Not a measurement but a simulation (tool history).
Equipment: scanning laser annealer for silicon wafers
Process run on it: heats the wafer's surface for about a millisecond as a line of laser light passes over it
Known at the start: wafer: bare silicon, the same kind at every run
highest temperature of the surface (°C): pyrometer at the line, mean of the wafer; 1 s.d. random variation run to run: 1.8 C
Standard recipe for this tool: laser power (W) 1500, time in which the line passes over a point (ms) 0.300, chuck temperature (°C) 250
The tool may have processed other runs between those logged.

| run | hour | laser power (W) | time in which the line passes over a point (ms) | chuck temperature (°C) | highest temperature of the surface (°C) |
|---|---|---|---|---|---|
| 1 | 0.0 | 1500 | 0.300 | 250 | 973 |
| 2 | 27.4 | 1500 | 0.300 | 250 | 969 |
| 3 | 49.6 | 1500 | 0.300 | 250 | 970 |
| 4 | 78.4 | 1500 | 0.300 | 250 | 966 |
| 5 | 102.5 | 1500 | 0.300 | 250 | 971 |
| 6 | 142.6 | 1500 | 0.300 | 250 | 968 |
| 7 | 172.6 | 1500 | 0.300 | 250 | 970 |
| 8 | 209.9 | 1500 | 0.372 | 250 | 1058 |
| 9 | 246.9 | 1500 | 0.300 | 288 | 1033 |
| 10 | 280.8 | 1359 | 0.300 | 288 | 958 |
| 11 | 324.6 | 1359 | 0.300 | 288 | 956 |
| 12 | 353.7 | 1359 | 0.300 | 288 | 956 |
| 13 | 384.3 | 1500 | 0.342 | 250 | 1052 |
| 14 | 408.2 | 1500 | 0.300 | 250 | 991 |
| 15 | 427.9 | 1500 | 0.300 | 250 | 989 |
| 16 | 466.1 | 1500 | 0.300 | 250 | 991 |
| 17 | 506.9 | 1500 | 0.300 | 250 | 986 |
| 18 | 527.6 | 1500 | 0.300 | 250 | 985 |
| 19 | 554.4 | 1500 | 0.300 | 250 | 986 |
| 20 | 579.8 | 1500 | 0.300 | 250 | 985 |
| 21 | 622.2 | 1500 | 0.300 | 251 | 985 |
| 22 | 662.9 | 1345 | 0.239 | 282 | 856 |
| 23 | 696.0 | 1345 | 0.239 | 282 | 854 |
| 24 | 740.3 | 1345 | 0.239 | 282 | 854 |
| 25 | 780.4 | 1474 | 0.297 | 214 | 930 |
| 26 | 804.1 | 1379 | 0.265 | 214 | 839 |
| 27 | 837.2 | 1379 | 0.232 | 214 | 794 |
| 28 | 877.3 | 1326 | 0.315 | 222 | 881 |
| 29 | 919.8 | 1326 | 0.237 | 223 | 779 |
| 30 | 947.4 | 1326 | 0.237 | 223 | 781 |
| 31 | 984.7 | 1326 | 0.237 | 223 | 780 |
| 32 | 1003.3 | 1326 | 0.237 | 223 | 779 |
| 33 | 1021.9 | 1598 | 0.286 | 250 | 1006 |
| 34 | 1056.3 | 1598 | 0.286 | 250 | 1010 |
| 35 | 1079.7 | 1598 | 0.286 | 250 | 1005 |
| 36 | 1117.3 | 1598 | 0.286 | 250 | 1006 |
| 37 | 1142.8 | 1500 | 0.366 | 243 | 1051 |
| 38 | 1164.8 | 1500 | 0.366 | 243 | 1050 |
| 39 | 1187.5 | 1376 | 0.366 | 244 | 982 |
| 40 | 1214.7 | 1376 | 0.366 | 244 | 979 |
| 41 | 1252.8 | 1325 | 0.348 | 236 | 920 |
| 42 | 1288.3 | 1325 | 0.348 | 236 | 917 |

Put back what was entered between runs (1 entry, withheld): which listed runs does each sit between, and how does the hidden state differ from the listed run before to the listed run after?
Runs 8 to 9: window over the wafer cleaned (hour 221.0)
  light that passes the window, % of a clean one's: 96.08 -> 99.63; laser's true power over the reading, %: 0.01 -> 0.02; width of the line over the set one, %: 1.34 -> 1.39
  measured minus no-state result, highest temperature of the surface (°C): -41 -> -8

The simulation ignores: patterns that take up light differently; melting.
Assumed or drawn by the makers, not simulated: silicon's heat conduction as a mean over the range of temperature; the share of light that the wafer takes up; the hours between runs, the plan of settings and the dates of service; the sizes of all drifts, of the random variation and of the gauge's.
